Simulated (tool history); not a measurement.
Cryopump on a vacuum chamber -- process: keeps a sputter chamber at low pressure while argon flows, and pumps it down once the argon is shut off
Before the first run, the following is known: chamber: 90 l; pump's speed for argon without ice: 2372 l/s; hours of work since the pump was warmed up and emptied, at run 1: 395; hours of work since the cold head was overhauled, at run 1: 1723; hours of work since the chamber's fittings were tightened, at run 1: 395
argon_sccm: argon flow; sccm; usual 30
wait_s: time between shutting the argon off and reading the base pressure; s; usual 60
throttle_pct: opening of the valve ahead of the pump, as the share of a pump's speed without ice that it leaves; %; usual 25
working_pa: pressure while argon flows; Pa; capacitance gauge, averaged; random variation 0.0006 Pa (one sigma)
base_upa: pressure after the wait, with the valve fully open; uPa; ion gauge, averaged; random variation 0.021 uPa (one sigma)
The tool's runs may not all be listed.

run     day  argon_sccm  wait_s  throttle_pct  hours of work since the pump was warmed up and emptied  hours of work since the cold head was overhauled  hours of work since the chamber's fittings were tightened  working_pa  base_upa
  1       0          30      60            25                                                     395                                              1723                                                        395      0.0879      0.94
  2   1.638          30      60            25                                                     422                                              1750                                                        422      0.0884      0.92
  3    2.95          30      60            25                                                     443                                              1771                                                        443      0.0886      0.97
  4   4.762          30      60            25                                                     472                                              1801                                                        472      0.0884      1.01
  5   6.542          30      60            25                                                     501                                              1829                                                        501      0.0901         1
  6   8.121          30      60            25                                                     527                                              1855                                                        527      0.0897      1.01
  7   9.512          30      60            25                                                     549                                              1878                                                        549      0.0884      1.05
  8  12.029          30      60            25                                                     590                                              1918                                                        590      0.0894      1.12
     14.308  -- pump warmed up, emptied and cooled again
  9  14.475          30      60            25                                                       3                                              1955                                                        626      0.0854      1.04
 10  17.412          30      60            25                                                      50                                              2002                                                        674       0.086      1.08
 11  19.779          30      60            25                                                      89                                              2041                                                        712      0.0854      1.19
 12  22.075          30      60            25                                                     126                                              2078                                                        750      0.0859      1.18
 13  24.454          30      60            25                                                     165                                              2117                                                        788      0.0867       1.2
 14  25.829          51      60            25                                                     187                                              2139                                                        810      0.1476      1.22
 15  27.542          30      60            25                                                     215                                              2167                                                        838      0.0862      1.27
 16  29.588          30      60            25                                                     248                                              2200                                                        871      0.0873       1.3
 17  31.346          30      60            25                                                     276                                              2228                                                        900      0.0868      1.41
 18  33.696          30     142            46                                                     314                                              2266                                                        938      0.0488      1.24
 19   36.75          30     142            46                                                     364                                              2316                                                        987      0.0484      1.26
 20   39.25          56     213            26                                                     404                                              2356                                                       1028      0.1579      1.25
 21  42.129          56      23            26                                                     451                                              2403                                                       1075      0.1576       2.1
 22  45.204          56      23            26                                                     501                                              2453                                                       1125      0.1594      2.18
 23  47.958          20      79            57                                                     546                                              2498                                                       1169      0.0271      1.57
 24  50.538          26     218            22                                                     587                                              2540                                                       1211      0.0869      1.49
 25  52.617          26     218            22                                                     621                                              2573                                                       1245      0.0869      1.54
     53.008  -- pump warmed up, emptied and cooled again
 26  54.438          28      60            46                                                      23                                              2599                                                       1271      0.0442      1.61
 27  57.225          28      60            46                                                      68                                              2645                                                       1316      0.0449      1.64
 28  60.371          27     284            59                                                     119                                              2696                                                       1367      0.0336      1.46
 29  63.271          23      60            27                                                     166                                              2743                                                       1414      0.0619      1.82
 30  65.758          14      85            25                                                     207                                              2783                                                       1454      0.0409       1.7
 31    68.6          28     171            34                                                     253                                              2829                                                       1501      0.0601       1.7
 32    71.7          31     200            25                                                     303                                              2879                                                       1551      0.0903      1.67
 33  74.575          31     200            25                                                     350                                              2926                                                       1597      0.0912      1.77
     76.892  -- leaking fittings of the chamber tightened, without venting
 34  77.312          19      75            17                                                     393                                              2969                                                          7       0.082      0.43

Below, each run's measurement less what the same run would have read without the hidden state. Both values contain the same run-to-run variation, but the gauge's scatter may not be the same in both:
What the log doesn't record here: pump's speed, % of a pump's without ice; cold plate's temperature, K; leak into the chamber, uPa l/s; drift of the gauge itself on working_pa, %; drift of the gauge itself on base_upa, %.
run  working_pa  base_upa
  1     +0.0027     +0.46
  2     +0.0028     +0.48
  3      +0.003      +0.5
  4     +0.0032     +0.54
  5     +0.0033     +0.57
  6     +0.0034     +0.57
  7     +0.0036     +0.61
  8     +0.0038     +0.67
  9     +0.0003     +0.59
 10     +0.0005     +0.64
 11     +0.0007      +0.7
 12     +0.0009     +0.72
 13     +0.0012     +0.74
 14     +0.0022     +0.78
 15     +0.0014     +0.82
 16     +0.0016     +0.85
 17     +0.0017      +0.9
 18      +0.002     +0.94
 19     +0.0022     +0.99
 20     +0.0046     +1.02
 21     +0.0051      +1.1
 22     +0.0057     +1.16
 23     +0.0022      +1.2
 24     +0.0031     +1.26
 25     +0.0033     +1.31
 26     +0.0004     +1.14
 27     +0.0006      +1.2
 28     +0.0008     +1.26
 29     +0.0008     +1.33
 30     +0.0006     +1.34
 31     +0.0015     +1.43
 32     +0.0019     +1.46
 33     +0.0023     +1.54
 34     +0.0016     +0.03
